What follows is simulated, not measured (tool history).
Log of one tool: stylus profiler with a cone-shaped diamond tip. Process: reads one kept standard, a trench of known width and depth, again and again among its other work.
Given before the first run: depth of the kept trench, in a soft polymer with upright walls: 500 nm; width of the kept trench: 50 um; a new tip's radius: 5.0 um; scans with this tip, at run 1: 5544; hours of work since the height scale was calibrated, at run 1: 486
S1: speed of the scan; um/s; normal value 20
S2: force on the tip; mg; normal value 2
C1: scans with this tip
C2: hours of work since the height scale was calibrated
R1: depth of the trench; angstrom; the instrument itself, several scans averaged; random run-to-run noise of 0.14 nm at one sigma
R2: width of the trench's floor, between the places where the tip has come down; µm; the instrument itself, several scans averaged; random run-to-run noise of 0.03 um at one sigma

{"run": 1, "day": 0.0, "S1": 20, "S2": 2, "C1": 5544, "C2": 486, "R1": 5036.5, "R2": 43.84}
{"run": 2, "day": 2.812, "S1": 20, "S2": 2, "C1": 5932, "C2": 520, "R1": 5037.9, "R2": 43.71}
{"run": 3, "day": 5.908, "S1": 20, "S2": 2, "C1": 6360, "C2": 557, "R1": 5039.9, "R2": 43.56}
{"run": 4, "day": 8.9, "S1": 20, "S2": 2, "C1": 6772, "C2": 593, "R1": 5038.9, "R2": 43.45}
{"run": 5, "day": 10.762, "S1": 12, "S2": 2, "C1": 7030, "C2": 616, "R1": 5034.9, "R2": 43.4}
{"run": 6, "day": 14.0, "S1": 12, "S2": 2, "C1": 7476, "C2": 655, "R1": 5040.8, "R2": 43.32}
{"run": 7, "day": 15.667, "S1": 12, "S2": 2, "C1": 7706, "C2": 675, "R1": 5040, "R2": 43.25}
{"run": 8, "day": 17.95, "S1": 30, "S2": 2, "C1": 8022, "C2": 703, "R1": 5037.8, "R2": 43.12}
{"run": 9, "day": 20.196, "S1": 14, "S2": 2, "C1": 8331, "C2": 730, "R1": 5039.7, "R2": 43.07}
{"run": 10, "day": 23.117, "S1": 20, "S2": 1.22, "C1": 8735, "C2": 765, "R1": 5028.8, "R2": 42.92}
{"run": 11, "day": 26.45, "S1": 20, "S2": 1.22, "C1": 9195, "C2": 805, "R1": 5030.9, "R2": 42.8}
{"run": 12, "day": 29.192, "S1": 20, "S2": 1.22, "C1": 9573, "C2": 839, "R1": 5030.4, "R2": 42.71}
{"run": 13, "day": 31.562, "S1": 20, "S2": 1.22, "C1": 9901, "C2": 867, "R1": 5030.6, "R2": 42.7}
{"run": 14, "day": 33.083, "S1": 20, "S2": 1.22, "C1": 10111, "C2": 886, "R1": 5030.7, "R2": 42.6}
{"run": 15, "day": 35.775, "S1": 20, "S2": 1.22, "C1": 10482, "C2": 918, "R1": 5031.5, "R2": 42.57}
{"run": 16, "day": 37.946, "S1": 20, "S2": 1.22, "C1": 10782, "C2": 944, "R1": 5034.6, "R2": 42.47}
{"run": 17, "day": 40.979, "S1": 20, "S2": 1.22, "C1": 11200, "C2": 981, "R1": 5032.7, "R2": 42.34}
{"run": 18, "day": 43.738, "S1": 20, "S2": 1.22, "C1": 11581, "C2": 1014, "R1": 5034.9, "R2": 42.22}
{"run": 19, "day": 46.567, "S1": 20, "S2": 1.22, "C1": 11972, "C2": 1049, "R1": 5036, "R2": 42.21}
{"run": 20, "day": 48.133, "S1": 20, "S2": 0.68, "C1": 12188, "C2": 1068, "R1": 5029.6, "R2": 42.1}
{"run": 21, "day": 50.412, "S1": 20, "S2": 0.68, "C1": 12503, "C2": 1095, "R1": 5025, "R2": 42.03}
{"run": 22, "day": 53.888, "S1": 14, "S2": 2, "C1": 12982, "C2": 1137, "R1": 5044.3, "R2": 41.98}
{"run": 23, "day": 55.9, "S1": 20, "S2": 1.87, "C1": 13260, "C2": 1161, "R1": 5043.4, "R2": 41.93}
{"day": 56.154, "done": "height scale calibrated on a step standard"}
{"day": 57.583, "done": "new tip fitted, height scale calibrated"}
{"run": 24, "day": 57.583, "S1": 20, "S2": 1.87, "C1": 0, "C2": 0, "R1": 5031.5, "R2": 45.62}
{"run": 25, "day": 59.675, "S1": 20, "S2": 5.04, "C1": 288, "C2": 25, "R1": 5062.1, "R2": 45.51}
{"run": 26, "day": 62.921, "S1": 20, "S2": 5.04, "C1": 736, "C2": 65, "R1": 5061, "R2": 45.33}
{"run": 27, "day": 65.429, "S1": 5, "S2": 1.64, "C1": 1083, "C2": 95, "R1": 5030.5, "R2": 45.2}
{"run": 28, "day": 68.121, "S1": 6, "S2": 5.45, "C1": 1454, "C2": 127, "R1": 5065.1, "R2": 45.07}
{"day": 69.525, "done": "height scale calibrated on a step standard, once more"}
{"run": 29, "day": 69.962, "S1": 29, "S2": 5.45, "C1": 1706, "C2": 5, "R1": 5064.3, "R2": 44.99}
{"run": 30, "day": 71.971, "S1": 53, "S2": 0.94, "C1": 1983, "C2": 30, "R1": 5021.1, "R2": 44.69}
{"run": 31, "day": 74.912, "S1": 15, "S2": 1.41, "C1": 2389, "C2": 65, "R1": 5023.5, "R2": 44.67}
{"run": 32, "day": 76.596, "S1": 20, "S2": 2.21, "C1": 2621, "C2": 85, "R1": 5033.6, "R2": 44.64}
{"run": 33, "day": 79.421, "S1": 15, "S2": 0.72, "C1": 3011, "C2": 120, "R1": 5017.5, "R2": 44.51}
{"run": 34, "day": 82.617, "S1": 15, "S2": 0.72, "C1": 3452, "C2": 158, "R1": 5017.8, "R2": 44.32}
{"run": 35, "day": 86.046, "S1": 22, "S2": 1.11, "C1": 3926, "C2": 200, "R1": 5026.1, "R2": 44.14}
{"run": 36, "day": 88.483, "S1": 30, "S2": 2.08, "C1": 4262, "C2": 229, "R1": 5037.7, "R2": 44.11}
{"run": 37, "day": 91.838, "S1": 30, "S2": 2.08, "C1": 4725, "C2": 270, "R1": 5035.5, "R2": 43.92}
{"run": 38, "day": 94.1, "S1": 30, "S2": 2.08, "C1": 5037, "C2": 297, "R1": 5040.7, "R2": 43.86}
{"run": 39, "day": 95.883, "S1": 72, "S2": 2, "C1": 5283, "C2": 319, "R1": 5037.5, "R2": 43.66}
{"run": 40, "day": 98.238, "S1": 59, "S2": 3.73, "C1": 5608, "C2": 347, "R1": 5053.3, "R2": 43.61}
{"run": 41, "day": 99.675, "S1": 59, "S2": 3.73, "C1": 5807, "C2": 365, "R1": 5053.4, "R2": 43.58}
{"run": 42, "day": 102.279, "S1": 37, "S2": 5.62, "C1": 6166, "C2": 396, "R1": 5068.9, "R2": 43.51}
{"run": 43, "day": 103.858, "S1": 21, "S2": 1.24, "C1": 6384, "C2": 415, "R1": 5028.2, "R2": 43.44}
{"run": 44, "day": 105.517, "S1": 16, "S2": 1.91, "C1": 6613, "C2": 435, "R1": 5038.1, "R2": 43.43}

Measured less the same run without the tool's hidden state. The same run-to-run variation is in both; the gauge's scatter may not be:
Unlogged tool condition in this case: radius of the tip, um; height scale over the true one, %; drift of the gauge itself on depth_nm, %; drift of the gauge itself on floor_um, %.
run=1 R1=+3.5 R2=-1.78
run=2 R1=+3.9 R2=-1.9
run=3 R1=+4.4 R2=-2.01
run=4 R1=+4.7 R2=-2.12
run=5 R1=+5 R2=-2.19
run=6 R1=+5.3 R2=-2.31
run=7 R1=+5.5 R2=-2.38
run=8 R1=+5.8 R2=-2.45
run=9 R1=+6.1 R2=-2.52
run=10 R1=+6.5 R2=-2.63
run=11 R1=+7 R2=-2.74
run=12 R1=+7.3 R2=-2.83
run=13 R1=+7.6 R2=-2.91
run=14 R1=+7.8 R2=-2.96
run=15 R1=+8.2 R2=-3.05
run=16 R1=+8.4 R2=-3.12
run=17 R1=+8.8 R2=-3.22
run=18 R1=+9.2 R2=-3.3
run=19 R1=+9.5 R2=-3.39
run=20 R1=+9.7 R2=-3.43
run=21 R1=+9.9 R2=-3.51
run=22 R1=+10.5 R2=-3.63
run=23 R1=+10.6 R2=-3.68
run=24 R1=+0.3 R2=+0
run=25 R1=+0.6 R2=-0.12
run=26 R1=+1.1 R2=-0.3
run=27 R1=+1.4 R2=-0.43
run=28 R1=+1.8 R2=-0.57
run=29 R1=-0.4 R2=-0.66
run=30 R1=-0.1 R2=-0.75
run=31 R1=+0.3 R2=-0.88
run=32 R1=+0.5 R2=-0.96
run=33 R1=+0.9 R2=-1.1
run=34 R1=+1.3 R2=-1.24
run=35 R1=+1.7 R2=-1.4
run=36 R1=+2.1 R2=-1.5
run=37 R1=+2.4 R2=-1.64
run=38 R1=+2.7 R2=-1.73
run=39 R1=+2.9 R2=-1.8
run=40 R1=+3.2 R2=-1.89
run=41 R1=+3.4 R2=-1.95
run=42 R1=+3.8 R2=-2.05
run=43 R1=+3.9 R2=-2.11
run=44 R1=+4.1 R2=-2.18
